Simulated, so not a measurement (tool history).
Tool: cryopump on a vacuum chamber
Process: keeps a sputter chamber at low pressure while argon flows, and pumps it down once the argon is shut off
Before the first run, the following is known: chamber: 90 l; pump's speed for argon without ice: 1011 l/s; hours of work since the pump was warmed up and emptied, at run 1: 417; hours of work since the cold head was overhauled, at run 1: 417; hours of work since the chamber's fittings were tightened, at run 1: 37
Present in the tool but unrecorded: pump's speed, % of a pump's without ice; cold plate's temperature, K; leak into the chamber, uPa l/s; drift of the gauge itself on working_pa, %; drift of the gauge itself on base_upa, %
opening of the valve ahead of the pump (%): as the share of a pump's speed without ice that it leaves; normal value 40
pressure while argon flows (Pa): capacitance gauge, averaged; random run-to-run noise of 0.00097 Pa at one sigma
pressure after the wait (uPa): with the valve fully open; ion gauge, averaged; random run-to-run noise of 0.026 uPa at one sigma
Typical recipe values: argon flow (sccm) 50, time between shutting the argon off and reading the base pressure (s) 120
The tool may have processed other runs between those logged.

run,hour,argon flow (sccm),time between shutting the argon off and reading the base pressure (s),opening of the valve ahead of the pump (%),hours of work since the pump was warmed up and emptied,hours of work since the cold head was overhauled,hours of work since the chamber's fittings were tightened,pressure while argon flows (Pa),pressure after the wait (uPa)
1,0,50,120,40,417,417,37,0.2253,1.29
2,31,50,120,40,434,434,53,0.2276,1.4
3,60.7,50,120,40,449,449,68,0.2263,1.44
4,85.9,27,120,40,463,463,82,0.1232,1.42
5,127.4,24,120,40,484,484,104,0.111,1.46
6,172.7,24,120,40,508,508,127,0.1108,1.52
7,222.5,24,120,40,534,534,153,0.1112,1.64
8,274.3,24,120,40,561,561,181,0.1122,1.73
9,298.8,50,120,40,574,574,194,0.2333,1.73
10,348,50,120,40,600,600,219,0.2343,1.82
11,391.3,50,120,40,623,623,242,0.2356,1.95
12,422.3,50,78,40,639,639,258,0.2367,2.42
13,456,28,120,40,657,657,276,0.1333,1.99
14,513.7,50,120,43,687,687,306,0.2255,2.1
15,558.2,50,120,43,711,711,330,0.226,2.18
16,591.5,50,120,40,728,728,347,0.2415,2.21
17,644.7,50,120,40,756,756,375,0.2449,2.31
18,681.4,66,179,36,775,775,395,0.3541,2.09
19,739.4,66,179,36,806,806,425,0.3546,2.25
20,775.9,66,179,36,825,825,444,0.3568,2.35
# hour 784.2: pump warmed up, emptied and cooled again
21,834.3,39,114,34,26,853,472,0.193,2.15
22,891,45,120,40,56,883,502,0.1903,2.16
23,924.4,20,27,17,74,900,520,0.1987,5.05
24,967.4,40,45,19,96,923,542,0.3558,3.61
25,1021.7,40,45,16,125,951,571,0.4224,3.65
26,1076.1,98,120,59,153,980,599,0.2912,2.43
27,1118.4,98,120,59,176,1002,621,0.2919,2.48
28,1154.6,58,22,30,195,1021,640,0.3332,6.2
29,1189,70,211,18,213,1039,658,0.6575,2.15
30,1237,70,211,18,238,1065,684,0.6618,2.31
31,1294.5,57,62,15,268,1095,714,0.6489,3.57
32,1344.7,50,78,51,294,1121,740,0.176,3.31
33,1377.2,50,78,51,311,1138,757,0.1764,3.37
34,1418.8,50,78,51,333,1160,779,0.1773,3.4

Consider 4 possible next runs. They are alternatives, not a sequence: every one starts from the tool as it was left by run 34. What does each give?
A,1460,21,120,15,355,1182,801,?,?
B,1460,22,78,51,355,1182,801,?,?
C,1460,30,78,51,355,1182,801,?,?
D,1460,83,64,40,355,1182,801,?,?

run,pressure while argon flows (Pa),pressure after the wait (uPa)
A,0.2382,3.02
B,0.0788,3.57
C,0.1085,3.41
D,0.369,3.74
Without the tool's hidden state the same runs would have given:
run,pressure while argon flows (Pa),pressure after the wait (uPa)
A,0.232,1.14
B,0.0722,1.63
C,0.0995,1.54
D,0.3445,1.84
